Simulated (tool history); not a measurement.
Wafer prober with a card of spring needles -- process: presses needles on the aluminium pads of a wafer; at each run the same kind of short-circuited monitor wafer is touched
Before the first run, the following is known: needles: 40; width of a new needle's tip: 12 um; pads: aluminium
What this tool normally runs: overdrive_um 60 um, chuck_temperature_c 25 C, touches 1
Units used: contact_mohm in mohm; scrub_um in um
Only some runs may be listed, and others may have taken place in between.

run	day	overdrive_um	chuck_temperature_c	touches	contact_mohm	scrub_um
1	0	60	25	1	295	11.46
# day 0.375: tips cleaned on abrasive film
2	0.625	60	25	1	283	11.46
# day 1.05: tips cleaned on abrasive film
3	1.162	60	25	1	262	11.59
# day 1.717: tips cleaned on abrasive film
4	2.204	60	25	1	312	11.42
# day 2.433: tips cleaned on abrasive film
# day 3.133: tips cleaned on abrasive film
5	3.2	60	25	1	251	11.35
# day 3.817: tips cleaned on abrasive film
6	3.896	60	25	1	261	11.48
# day 4.508: tips cleaned on abrasive film
7	4.679	60	100	1	287	11.49
# day 5.175: tips cleaned on abrasive film
8	5.175	60	100	1	257	11.36
# day 5.679: height of the first contact set anew
# day 5.912: tips cleaned on abrasive film
9	6.129	60	100	1	299	11.29
# day 6.625: tips cleaned on abrasive film
10	6.867	60	40	1	288	11.2
# day 7.296: tips cleaned on abrasive film
11	7.333	60	40	1	253	11.26
# day 8.004: tips cleaned on abrasive film
12	8.192	60	25	3	248	11.08
# day 8.704: tips cleaned on abrasive film
13	9.046	47	25	1	342	8.71
# day 9.417: tips cleaned on abrasive film
14	9.971	47	25	1	402	8.62
# day 10.104: tips cleaned on abrasive film
# day 10.512: height of the first contact set anew, once more
15	10.588	60	25	1	310	11.84
# day 10.812: tips cleaned on abrasive film
16	11.325	60	25	3	262	11.82
# day 11.471: tips cleaned on abrasive film
17	11.775	60	25	3	253	11.73
# day 12.15: tips cleaned on abrasive film
18	12.467	60	25	3	257	11.83
# day 12.867: tips cleaned on abrasive film
19	13.008	60	25	3	245	11.69
# day 13.55: tips cleaned on abrasive film
20	13.908	60	44	1	297	11.73
# day 14.233: tips cleaned on abrasive film
21	14.688	48	25	1	362	9.37
# day 14.938: tips cleaned on abrasive film
22	15.508	48	25	3	285	9.36
# day 15.646: tips cleaned on abrasive film
# day 16.333: tips cleaned on abrasive film
23	16.467	60	44	2	257	11.69
# day 17.017: tips cleaned on abrasive film
24	17.062	60	31	1	245	11.69
# day 17.758: tips cleaned on abrasive film
25	17.862	60	31	1	259	11.58
# day 18.462: tips cleaned on abrasive film
26	18.867	60	67	1	318	11.65
# day 19.142: tips cleaned on abrasive film
27	19.5	48	31	2	299	9.17
# day 19.85: tips cleaned on abrasive film
28	20.254	48	31	2	298	9.22
# day 20.538: tips cleaned on abrasive film
29	21.088	60	42	1	327	11.55
# day 21.233: tips cleaned on abrasive film
# day 21.896: tips cleaned on abrasive film
30	22.112	43	42	1	332	8.2
# day 22.608: tips cleaned on abrasive film
31	22.925	40	43	2	330	7.62
# day 23.308: tips cleaned on abrasive film
32	23.617	40	43	1	365	7.58

Here are 3 independent what-if runs from the current tool condition. What would each one return?
# day 23.975: tips cleaned on abrasive film
A	24.129	71	43	1	?	?
# day 23.975: tips cleaned on abrasive film
B	24.129	50	59	2	?	?
# day 23.975: tips cleaned on abrasive film
C	24.129	60	43	2	?	?

run	contact_mohm	scrub_um
A	264	13.8
B	277	9.63
C	261	11.5
With the hidden condition removed and each run's random variation left untouched, the same runs would have given:
run	contact_mohm	scrub_um
A	232	14.08
B	241	9.91
C	234	11.78
